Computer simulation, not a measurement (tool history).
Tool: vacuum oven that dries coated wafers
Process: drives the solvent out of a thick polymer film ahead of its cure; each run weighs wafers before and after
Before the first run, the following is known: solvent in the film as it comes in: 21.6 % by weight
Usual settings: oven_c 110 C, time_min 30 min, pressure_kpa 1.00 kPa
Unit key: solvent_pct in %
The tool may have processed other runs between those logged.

run 1 hour=0.0 | oven_c=110 time_min=30 pressure_kpa=1.00 | solvent_pct=2.99
run 2 hour=32.4 | oven_c=110 time_min=30 pressure_kpa=1.00 | solvent_pct=2.93
run 3 hour=82.9 | oven_c=110 time_min=51 pressure_kpa=1.00 | solvent_pct=1.22
run 4 hour=113.4 | oven_c=95 time_min=30 pressure_kpa=1.00 | solvent_pct=6.85
run 5 hour=139.8 | oven_c=95 time_min=30 pressure_kpa=1.00 | solvent_pct=6.84
run 6 hour=183.6 | oven_c=95 time_min=30 pressure_kpa=1.00 | solvent_pct=6.79
run 7 hour=234.9 | oven_c=95 time_min=30 pressure_kpa=1.00 | solvent_pct=6.78
run 8 hour=280.1 | oven_c=95 time_min=30 pressure_kpa=1.00 | solvent_pct=6.71
run 9 hour=311.8 | oven_c=109 time_min=30 pressure_kpa=1.00 | solvent_pct=3.11
run 10 hour=333.6 | oven_c=109 time_min=30 pressure_kpa=1.00 | solvent_pct=3.14
run 11 hour=383.4 | oven_c=109 time_min=30 pressure_kpa=1.00 | solvent_pct=3.07
run 12 hour=413.1 | oven_c=109 time_min=30 pressure_kpa=1.00 | solvent_pct=3.06
run 13 hour=442.9 | oven_c=109 time_min=30 pressure_kpa=1.00 | solvent_pct=3.10
run 14 hour=484.9 | oven_c=109 time_min=30 pressure_kpa=1.00 | solvent_pct=3.03
run 15 hour=513.6 | oven_c=109 time_min=30 pressure_kpa=1.00 | solvent_pct=3.01
run 16 hour=543.8 | oven_c=102 time_min=22 pressure_kpa=0.87 | solvent_pct=6.56
run 17 hour=577.1 | oven_c=102 time_min=22 pressure_kpa=0.87 | solvent_pct=6.49
run 18 hour=600.6 | oven_c=98 time_min=46 pressure_kpa=1.76 | solvent_pct=4.06
run 19 hour=647.0 | oven_c=106 time_min=30 pressure_kpa=3.39 | solvent_pct=5.01
-- hour=651.9 oven's thermocouples calibrated
-- hour=653.4 vacuum gauge cleaned of residue and calibrated
run 20 hour=690.3 | oven_c=106 time_min=30 pressure_kpa=3.39 | solvent_pct=5.94
run 21 hour=735.0 | oven_c=102 time_min=30 pressure_kpa=1.09 | solvent_pct=5.68
-- hour=763.6 vacuum gauge cleaned of residue and calibrated, once more
run 22 hour=787.2 | oven_c=100 time_min=41 pressure_kpa=1.17 | solvent_pct=4.31
run 23 hour=810.6 | oven_c=110 time_min=27 pressure_kpa=1.00 | solvent_pct=3.94
run 24 hour=861.3 | oven_c=111 time_min=38 pressure_kpa=2.41 | solvent_pct=2.92
run 25 hour=885.1 | oven_c=110 time_min=15 pressure_kpa=0.57 | solvent_pct=7.28
run 26 hour=913.6 | oven_c=102 time_min=19 pressure_kpa=1.00 | solvent_pct=8.14
run 27 hour=953.5 | oven_c=101 time_min=28 pressure_kpa=0.52 | solvent_pct=5.73
run 28 hour=976.2 | oven_c=120 time_min=44 pressure_kpa=0.52 | solvent_pct=0.57

What if the next run were any one of these 3? Each begins from the tool's condition after run 28:
run A hour=1022.5 | oven_c=96 time_min=44 pressure_kpa=2.81 | solvent_pct=?
run B hour=1022.5 | oven_c=111 time_min=35 pressure_kpa=0.53 | solvent_pct=?
run C hour=1022.5 | oven_c=95 time_min=30 pressure_kpa=1.00 | solvent_pct=?

run=A solvent_pct=6.22
run=B solvent_pct=2.18
run=C solvent_pct=7.39
Take away the tool's hidden state, keep each run's random variation, and the runs would have read:
run=A solvent_pct=6.25
run=B solvent_pct=2.19
run=C solvent_pct=7.41

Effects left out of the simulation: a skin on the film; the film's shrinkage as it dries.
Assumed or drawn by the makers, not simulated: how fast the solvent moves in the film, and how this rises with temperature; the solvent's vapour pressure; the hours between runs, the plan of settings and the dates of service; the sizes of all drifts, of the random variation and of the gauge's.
